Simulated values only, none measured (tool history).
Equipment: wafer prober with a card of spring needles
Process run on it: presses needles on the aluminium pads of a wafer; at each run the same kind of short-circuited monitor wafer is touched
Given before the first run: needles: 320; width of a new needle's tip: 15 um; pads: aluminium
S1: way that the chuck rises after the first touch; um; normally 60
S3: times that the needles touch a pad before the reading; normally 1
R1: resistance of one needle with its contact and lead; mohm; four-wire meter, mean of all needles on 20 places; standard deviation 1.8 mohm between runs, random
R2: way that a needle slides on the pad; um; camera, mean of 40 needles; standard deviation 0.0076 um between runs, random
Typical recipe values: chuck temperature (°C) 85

run 1 hour=0.0 | S1=60 chuck_temperature_(°C)=85 S3=1 | R1=188 R2=12.229
-- hour=2.1 height of the first contact set anew
-- hour=10.9 tips cleaned on abrasive film
run 2 hour=10.9 | S1=60 chuck_temperature_(°C)=85 S3=1 | R1=187 R2=12.225
run 3 hour=17.7 | S1=60 chuck_temperature_(°C)=85 S3=1 | R1=185 R2=12.247
-- hour=21.5 tips cleaned on abrasive film
run 4 hour=23.3 | S1=60 chuck_temperature_(°C)=85 S3=1 | R1=186 R2=12.240
run 5 hour=29.0 | S1=60 chuck_temperature_(°C)=64 S3=1 | R1=177 R2=12.247
-- hour=32.3 tips cleaned on abrasive film
run 6 hour=35.7 | S1=60 chuck_temperature_(°C)=64 S3=1 | R1=182 R2=12.245
run 7 hour=42.3 | S1=60 chuck_temperature_(°C)=85 S3=1 | R1=187 R2=12.230
-- hour=43.2 tips cleaned on abrasive film
run 8 hour=49.9 | S1=60 chuck_temperature_(°C)=85 S3=1 | R1=185 R2=12.243
-- hour=53.6 tips cleaned on abrasive film
run 9 hour=56.6 | S1=60 chuck_temperature_(°C)=85 S3=1 | R1=188 R2=12.238
-- hour=64.5 tips cleaned on abrasive film
run 10 hour=64.9 | S1=60 chuck_temperature_(°C)=85 S3=2 | R1=186 R2=12.232
run 11 hour=73.1 | S1=60 chuck_temperature_(°C)=85 S3=2 | R1=186 R2=12.232
-- hour=74.9 tips cleaned on abrasive film
run 12 hour=79.7 | S1=60 chuck_temperature_(°C)=61 S3=2 | R1=185 R2=12.228
-- hour=85.5 tips cleaned on abrasive film
run 13 hour=89.8 | S1=60 chuck_temperature_(°C)=113 S3=3 | R1=193 R2=12.249
run 14 hour=94.5 | S1=59 chuck_temperature_(°C)=39 S3=2 | R1=176 R2=12.040
-- hour=96.5 tips cleaned on abrasive film
run 15 hour=100.5 | S1=59 chuck_temperature_(°C)=39 S3=2 | R1=178 R2=12.037
run 16 hour=105.7 | S1=60 chuck_temperature_(°C)=85 S3=3 | R1=186 R2=12.228
-- hour=107.7 tips cleaned on abrasive film
run 17 hour=113.8 | S1=60 chuck_temperature_(°C)=85 S3=3 | R1=188 R2=12.236
-- hour=118.2 tips cleaned on abrasive film
run 18 hour=122.8 | S1=78 chuck_temperature_(°C)=85 S3=1 | R1=185 R2=15.895
run 19 hour=128.0 | S1=52 chuck_temperature_(°C)=71 S3=1 | R1=186 R2=10.616
-- hour=128.7 tips cleaned on abrasive film
run 20 hour=137.7 | S1=52 chuck_temperature_(°C)=71 S3=1 | R1=184 R2=10.607
-- hour=139.9 tips cleaned on abrasive film
-- hour=145.5 height of the first contact set anew
run 21 hour=146.9 | S1=52 chuck_temperature_(°C)=120 S3=3 | R1=195 R2=10.615
-- hour=150.8 tips cleaned on abrasive film
run 22 hour=155.3 | S1=52 chuck_temperature_(°C)=120 S3=3 | R1=193 R2=10.620

Predict each of these 4 candidate next runs independently; none follows another, all start after run 22:
-- hour=161.1 tips cleaned on abrasive film
run A hour=161.1 | S1=55 chuck_temperature_(°C)=120 S3=2 | R1=? R2=?
-- hour=161.1 tips cleaned on abrasive film
run B hour=161.1 | S1=55 chuck_temperature_(°C)=85 S3=1 | R1=? R2=?
-- hour=161.1 tips cleaned on abrasive film
run C hour=161.1 | S1=60 chuck_temperature_(°C)=87 S3=1 | R1=? R2=?
-- hour=161.1 tips cleaned on abrasive film
run D hour=161.1 | S1=60 chuck_temperature_(°C)=113 S3=2 | R1=? R2=?

run=A R1=194 R2=11.226
run=B R1=185 R2=11.228
run=C R1=186 R2=12.233
run=D R1=192 R2=12.221
With no hidden state in the tool, these same runs would have given:
run=A R1=194 R2=11.227
run=B R1=185 R2=11.228
run=C R1=186 R2=12.234
run=D R1=192 R2=12.221

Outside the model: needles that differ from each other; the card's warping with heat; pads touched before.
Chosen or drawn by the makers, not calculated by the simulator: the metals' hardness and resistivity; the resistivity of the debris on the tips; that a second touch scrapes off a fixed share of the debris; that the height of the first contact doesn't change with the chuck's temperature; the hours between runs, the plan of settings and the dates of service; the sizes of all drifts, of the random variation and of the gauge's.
